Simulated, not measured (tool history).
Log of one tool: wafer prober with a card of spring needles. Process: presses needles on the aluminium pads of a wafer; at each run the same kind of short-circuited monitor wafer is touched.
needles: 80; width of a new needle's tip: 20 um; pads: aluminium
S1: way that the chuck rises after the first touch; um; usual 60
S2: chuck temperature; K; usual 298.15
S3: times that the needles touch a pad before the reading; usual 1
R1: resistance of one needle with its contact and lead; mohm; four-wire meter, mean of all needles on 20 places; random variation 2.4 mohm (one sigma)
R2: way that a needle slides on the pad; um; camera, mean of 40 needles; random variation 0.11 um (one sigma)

Run 1, hour 0.0: usual settings. Result: R1 275 mohm, R2 11.30 um.
At hour 2.7: tips cleaned on abrasive film.
At hour 6.4: tips cleaned on abrasive film.
Run 2, hour 6.9: usual settings. Result: R1 277 mohm, R2 10.85 um.
At hour 9.8: tips cleaned on abrasive film.
At hour 13.1: tips cleaned on abrasive film.
At hour 16.5: tips cleaned on abrasive film.
Run 3, hour 17.5: usual settings but S1 47 um. Result: R1 285 mohm, R2 7.96 um.
At hour 19.7: tips cleaned on abrasive film.
At hour 22.9: tips cleaned on abrasive film.
At hour 26.4: tips cleaned on abrasive film.
Run 4, hour 27.6: usual settings but S1 47 um. Result: R1 291 mohm, R2 7.99 um.
At hour 29.9: tips cleaned on abrasive film.
At hour 31.4: tips cleaned on abrasive film, once more.
At hour 34.7: tips cleaned on abrasive film.
Run 5, hour 37.2: usual settings but S1 47 um. Result: R1 304 mohm, R2 8.09 um.
At hour 38.0: tips cleaned on abrasive film.
At hour 41.7: tips cleaned on abrasive film.
At hour 45.1: tips cleaned on abrasive film.
Run 6, hour 47.6: usual settings but S1 53 um. Result: R1 294 mohm, R2 8.97 um.
At hour 48.4: tips cleaned on abrasive film.
At hour 51.8: tips cleaned on abrasive film.
Run 7, hour 53.4: usual settings but S1 53 um. Result: R1 289 mohm, R2 9.17 um.
At hour 55.4: tips cleaned on abrasive film.
At hour 58.8: tips cleaned on abrasive film.
Run 8, hour 61.6: usual settings. Result: R1 292 mohm, R2 10.67 um.
At hour 62.2: tips cleaned on abrasive film.
At hour 65.6: tips cleaned on abrasive film.
Run 9, hour 68.2: usual settings but S1 58 um. Result: R1 289 mohm, R2 10.17 um.
At hour 68.9: tips cleaned on abrasive film.
At hour 72.4: tips cleaned on abrasive film.
At hour 75.8: tips cleaned on abrasive film.
Run 10, hour 76.5: usual settings but S1 58 um. Result: R1 284 mohm, R2 10.08 um.
At hour 79.0: tips cleaned on abrasive film.
At hour 82.5: tips cleaned on abrasive film.
Run 11, hour 85.4: usual settings but S1 58 um. Result: R1 295 mohm, R2 9.99 um.
At hour 86.1: tips cleaned on abrasive film.
At hour 89.6: tips cleaned on abrasive film.
Run 12, hour 90.2: usual settings. Result: R1 280 mohm, R2 10.34 um.
At hour 92.7: tips cleaned on abrasive film.
At hour 96.1: tips cleaned on abrasive film.
Run 13, hour 96.1: usual settings. Result: R1 276 mohm, R2 10.39 um.
At hour 99.9: tips cleaned on abrasive film.
At hour 103.3: tips cleaned on abrasive film.
Run 14, hour 104.4: usual settings. Result: R1 279 mohm, R2 10.17 um.
At hour 105.7: height of the first contact set anew.
At hour 107.2: tips cleaned on abrasive film.
At hour 110.5: tips cleaned on abrasive film.
Run 15, hour 110.5: usual settings but S1 40 um, S2 342.15 K. Result: R1 295 mohm, R2 8.30 um.
At hour 113.8: tips cleaned on abrasive film.
At hour 117.1: tips cleaned on abrasive film.
Run 16, hour 117.1: usual settings but S1 48 um, S2 333.15 K, S3 2. Result: R1 285 mohm, R2 9.79 um.
At hour 120.3: tips cleaned on abrasive film.
At hour 123.4: tips cleaned on abrasive film.
Run 17, hour 125.9: usual settings but S1 48 um, S2 333.15 K, S3 2. Result: R1 301 mohm, R2 9.75 um.
At hour 126.8: tips cleaned on abrasive film.
At hour 130.0: tips cleaned on abrasive film.
At hour 133.5: tips cleaned on abrasive film.
Run 18, hour 135.9: usual settings but S1 72 um, S2 338.15 K. Result: R1 290 mohm, R2 14.73 um.
At hour 136.7: tips cleaned on abrasive film.
At hour 139.9: tips cleaned on abrasive film.
Run 19, hour 142.7: usual settings but S1 66 um, S2 385.15 K, S3 2. Result: R1 299 mohm, R2 13.46 um.
At hour 143.4: tips cleaned on abrasive film.
At hour 146.9: tips cleaned on abrasive film.
Run 20, hour 147.3: usual settings but S1 45 um, S2 314.15 K. Result: R1 290 mohm, R2 9.00 um.
At hour 150.1: tips cleaned on abrasive film.
Run 21, hour 152.9: usual settings but S3 2. Result: R1 279 mohm, R2 12.14 um.
At hour 153.6: tips cleaned on abrasive film.
At hour 156.7: tips cleaned on abrasive film.
Run 22, hour 159.4: usual settings. Result: R1 285 mohm, R2 12.05 um.
At hour 160.1: tips cleaned on abrasive film.
At hour 163.7: tips cleaned on abrasive film.
At hour 167.3: tips cleaned on abrasive film.
Run 23, hour 168.7: usual settings but S1 54 um, S2 335.15 K, S3 2. Result: R1 292 mohm, R2 10.85 um.
At hour 170.5: tips cleaned on abrasive film.
At hour 174.1: tips cleaned on abrasive film.
At hour 177.2: tips cleaned on abrasive film.
Run 24, hour 178.4: usual settings but S1 42 um, S2 335.15 K. Result: R1 305 mohm, R2 8.12 um.
At hour 180.4: tips cleaned on abrasive film.
At hour 184.0: tips cleaned on abrasive film.
Run 25, hour 184.0: usual settings but S2 376.15 K. Result: R1 297 mohm, R2 12.00 um.
At hour 187.6: tips cleaned on abrasive film.
Run 26, hour 190.5: usual settings but S2 322.15 K. Result: R1 292 mohm, R2 12.00 um.
At hour 191.1: tips cleaned on abrasive film.
At hour 194.6: tips cleaned on abrasive film.
Run 27, hour 195.7: usual settings but S2 322.15 K. Result: R1 285 mohm, R2 11.75 um.
At hour 197.9: tips cleaned on abrasive film.
At hour 201.5: tips cleaned on abrasive film.
At hour 204.6: tips cleaned on abrasive film.
Run 28, hour 206.1: usual settings but S1 66 um, S2 323.15 K. Result: R1 287 mohm, R2 13.22 um.

Some steps in R1 between neighbouring runs. How much of each would the tool show without its hidden state too (settings, what came in, random variation), and how much is left for the hidden state, with any gauge scatter that isn't in both results?
The hidden state here: debris on the tips, nm; way that the needles fall short of the set height, um; tips' diameter, um; drift of the gauge itself on contact_mohm, %; drift of the gauge itself on scrub_um, %.
Run 10 -> 11: tips cleaned on abrasive film, tips cleaned on abrasive film. R1 +11 mohm: hidden state +14, all else -3.
Run 14 -> 15: S1 60 -> 40, S2 298.15 -> 342.15, height of the first contact set anew, tips cleaned on abrasive film, tips cleaned on abrasive film. R1 +16 mohm: hidden state -6, all else +22.
Run 16 -> 17: tips cleaned on abrasive film, tips cleaned on abrasive film. R1 +16 mohm: hidden state +11, all else +5.
Run 25 -> 26: S2 376.15 -> 322.15, tips cleaned on abrasive film. R1 -5 mohm: hidden state +15, all else -20.

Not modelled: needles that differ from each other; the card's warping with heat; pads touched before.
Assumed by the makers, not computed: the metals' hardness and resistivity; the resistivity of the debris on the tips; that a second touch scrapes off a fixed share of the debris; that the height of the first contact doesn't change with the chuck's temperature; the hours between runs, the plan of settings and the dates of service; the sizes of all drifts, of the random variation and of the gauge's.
